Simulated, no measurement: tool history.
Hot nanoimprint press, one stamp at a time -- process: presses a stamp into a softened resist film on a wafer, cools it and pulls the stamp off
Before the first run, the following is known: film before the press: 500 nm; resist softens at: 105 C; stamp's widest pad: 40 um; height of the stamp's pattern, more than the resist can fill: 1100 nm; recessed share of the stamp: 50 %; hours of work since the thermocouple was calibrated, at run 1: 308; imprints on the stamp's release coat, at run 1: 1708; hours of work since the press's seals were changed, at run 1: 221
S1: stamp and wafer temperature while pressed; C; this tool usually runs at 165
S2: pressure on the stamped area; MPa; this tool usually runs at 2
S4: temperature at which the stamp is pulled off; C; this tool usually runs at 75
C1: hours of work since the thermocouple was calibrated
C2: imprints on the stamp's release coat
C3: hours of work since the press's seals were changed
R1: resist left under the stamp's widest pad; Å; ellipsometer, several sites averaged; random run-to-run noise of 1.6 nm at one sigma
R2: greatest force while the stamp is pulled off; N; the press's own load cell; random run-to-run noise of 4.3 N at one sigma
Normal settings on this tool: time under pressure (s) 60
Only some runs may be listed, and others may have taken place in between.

Run 1, hour 0: usual settings; C1 308; C2 1708; C3 221. Result: R1 2281 Å, R2 283 N.
Run 2, hour 26.6: usual settings; C1 324; C2 1799; C3 238. Result: R1 2277 Å, R2 301 N.
Run 3, hour 67.8: usual settings; C1 350; C2 1938; C3 263. Result: R1 2260 Å, R2 294 N.
Run 4, hour 116.5: usual settings; C1 379; C2 2103; C3 293. Result: R1 2237 Å, R2 307 N.
Run 5, hour 159.1: usual settings but S2 1.6 MPa; C1 406; C2 2248; C3 319. Result: R1 2407 Å, R2 333 N.
At hour 191.9: stamp cleaned and given a new release coat.
Run 6, hour 204.4: usual settings but S2 1.6 MPa; C1 430; C2 42; C3 343. Result: R1 2414 Å, R2 208 N.
Run 7, hour 232.5: usual settings but S2 1.6 MPa; C1 447; C2 138; C3 360. Result: R1 2404 Å, R2 203 N.
Run 8, hour 268.5: usual settings but S1 155 C; C1 469; C2 260; C3 382. Result: R1 3645 Å, R2 214 N.
Run 9, hour 294: usual settings but S1 170 C; C1 484; C2 346; C3 397. Result: R1 1625 Å, R2 216 N.
Run 10, hour 352.5: usual settings but S1 173 C; C1 520; C2 544; C3 433. Result: R1 1359 Å, R2 217 N.
At hour 379.4: plate thermocouple calibrated.
Run 11, hour 408: usual settings but S1 173 C; C1 17; C2 722; C3 465. Result: R1 1266 Å, R2 223 N.
Run 12, hour 448.9: usual settings but S1 173 C; C1 43; C2 861; C3 490. Result: R1 1259 Å, R2 234 N.
Run 13, hour 483.7: usual settings but S1 173 C; C1 64; C2 978; C3 512. Result: R1 1269 Å, R2 240 N.
At hour 496.3: plate thermocouple calibrated, once more.
Run 14, hour 537.4: usual settings; C1 25; C2 1150; C3 543. Result: R1 2435 Å, R2 281 N.
Run 15, hour 571.4: usual settings; C1 46; C2 1266; C3 563. Result: R1 2454 Å, R2 281 N.
Run 16, hour 615.6: usual settings; C1 73; C2 1415; C3 590. Result: R1 2475 Å, R2 288 N.
Run 17, hour 650.5: usual settings but time under pressure (s) 32; C1 94; C2 1533; C3 612. Result: R1 3031 Å, R2 296 N.
Run 18, hour 698.9: usual settings but S2 3.13 MPa; C1 124; C2 1697; C3 641. Result: R1 2032 Å, R2 293 N.
Run 19, hour 750: usual settings but S2 1.64 MPa, time under pressure (s) 91; C1 155; C2 1871; C3 673. Result: R1 2211 Å, R2 302 N.
Run 20, hour 789.8: usual settings but S2 2.95 MPa, time under pressure (s) 32, S4 79 C; C1 179; C2 2006; C3 697. Result: R1 2616 Å, R2 279 N.
Run 21, hour 841.3: usual settings but S2 1.45 MPa, time under pressure (s) 99; C1 211; C2 2180; C3 728. Result: R1 2234 Å, R2 321 N.
At hour 895.1: stamp cleaned and given a new release coat.
Run 22, hour 895.5: usual settings but S2 2.03 MPa, time under pressure (s) 99, S4 73 C; C1 240; C2 1; C3 758. Result: R1 1919 Å, R2 216 N.
Run 23, hour 931.5: usual settings but S1 160 C, S2 2.58 MPa, time under pressure (s) 119; C1 262; C2 123; C3 780. Result: R1 2165 Å, R2 213 N.
Run 24, hour 978.7: usual settings but S1 160 C, S2 2.58 MPa, time under pressure (s) 119; C1 291; C2 283; C3 809. Result: R1 2163 Å, R2 219 N.
Run 25, hour 1035.8: usual settings but S1 160 C, S2 2.58 MPa, time under pressure (s) 119; C1 326; C2 477; C3 844. Result: R1 2119 Å, R2 221 N.
Run 26, hour 1061.2: usual settings but S4 77 C; C1 342; C2 563; C3 859. Result: R1 2300 Å, R2 214 N.
Run 27, hour 1103.6: usual settings but S4 77 C; C1 368; C2 706; C3 885. Result: R1 2263 Å, R2 223 N.
Run 28, hour 1157: usual settings but time under pressure (s) 66; C1 400; C2 887; C3 918. Result: R1 2182 Å, R2 253 N.
Run 29, hour 1196.7: usual settings but S1 166 C; C1 424; C2 1022; C3 942. Result: R1 2121 Å, R2 258 N.
Run 30, hour 1221.5: usual settings but S1 166 C, S2 2.41 MPa; C1 440; C2 1106; C3 957. Result: R1 1951 Å, R2 248 N.

What if the next run were any one of these 3? Each begins from the tool's condition after run 30:
Run A, hour 1273.9: usual settings but S4 69 C; C1 472; C2 1283; C3 989. Result: R1 ?, R2 ?.
Run B, hour 1273.9: usual settings but S4 65 C; C1 472; C2 1283; C3 989. Result: R1 ?, R2 ?.
Run C, hour 1273.9: usual settings but S1 166 C, S2 1.42 MPa, S4 82 C; C1 472; C2 1283; C3 989. Result: R1 ?, R2 ?.

run    R1   R2
  A  2218  297
  B  2192  325
  C  2370  211
With no hidden state in the tool, these same runs would have given:
run    R1   R2
  A  2450  234
  B  2421  255
  C  2609  169
